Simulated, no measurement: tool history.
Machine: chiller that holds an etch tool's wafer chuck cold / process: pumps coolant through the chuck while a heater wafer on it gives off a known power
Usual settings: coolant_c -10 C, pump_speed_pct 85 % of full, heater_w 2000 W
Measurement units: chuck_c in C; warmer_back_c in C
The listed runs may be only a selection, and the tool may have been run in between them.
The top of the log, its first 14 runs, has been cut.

run,hour,coolant_c,pump_speed_pct,heater_w,hours since the coolant was changed and the channels were flushed,hours since the pump was overhauled,hours since the chiller's thermometer was calibrated,chuck_c,warmer_back_c
15,680.4,-1,93,2000,4481,926,1725,13.3,4.11
16,728.8,-1,93,1454,4530,974,1774,9.3,2.95
17,755.4,-16,84,1777,4557,1001,1800,-2.4,4.04
18,805.0,-16,84,1777,4606,1051,1850,-2.4,4.01
19,842.5,-12,84,1901,4644,1088,1887,2.5,4.31
20,870.1,-1,71,1981,4671,1116,1915,16.4,5.28
21,931.3,-1,71,1981,4732,1177,1976,16.5,5.28
22,996.7,-17,85,2793,4798,1242,2041,4.0,6.16
23,1058.2,-17,85,2793,4859,1304,2103,4.1,6.19
24,1116.2,-12,75,2000,4917,1362,2161,4.8,5.05
25,1177.9,-12,75,2000,4979,1424,2223,4.8,5.02
26,1215.4,-10,70,2806,5016,1461,2260,14.8,7.61
27,1262.9,-10,70,2806,5064,1509,2308,14.9,7.59
28,1296.9,-9,85,2000,5098,1543,2342,6.1,4.46
29,1352.0,-8,86,2325,5153,1598,2397,9.5,5.09
30,1404.7,-7,97,2301,5206,1650,2449,8.5,4.47
31,1461.9,-11,62,1649,5263,1708,2507,5.2,5.00
32,1520.7,0,85,2778,5322,1766,2565,21.2,6.18

Forecast each of these 4 alternatives for the next run:
A,1551.0,-5,66,1193,5352,1797,2596,?,?
B,1551.0,-15,85,2778,5352,1797,2596,?,?
C,1551.0,-10,79,1402,5352,1797,2596,?,?
D,1551.0,-10,73,2778,5352,1797,2596,?,?

run,chuck_c,warmer_back_c
A,6.0,3.38
B,6.1,6.19
C,1.4,3.37
D,13.7,7.16
Had the tool no hidden state, the same runs would have come out as:
run,chuck_c,warmer_back_c
A,6.0,3.38
B,6.1,6.19
C,1.4,3.37
D,13.7,7.16

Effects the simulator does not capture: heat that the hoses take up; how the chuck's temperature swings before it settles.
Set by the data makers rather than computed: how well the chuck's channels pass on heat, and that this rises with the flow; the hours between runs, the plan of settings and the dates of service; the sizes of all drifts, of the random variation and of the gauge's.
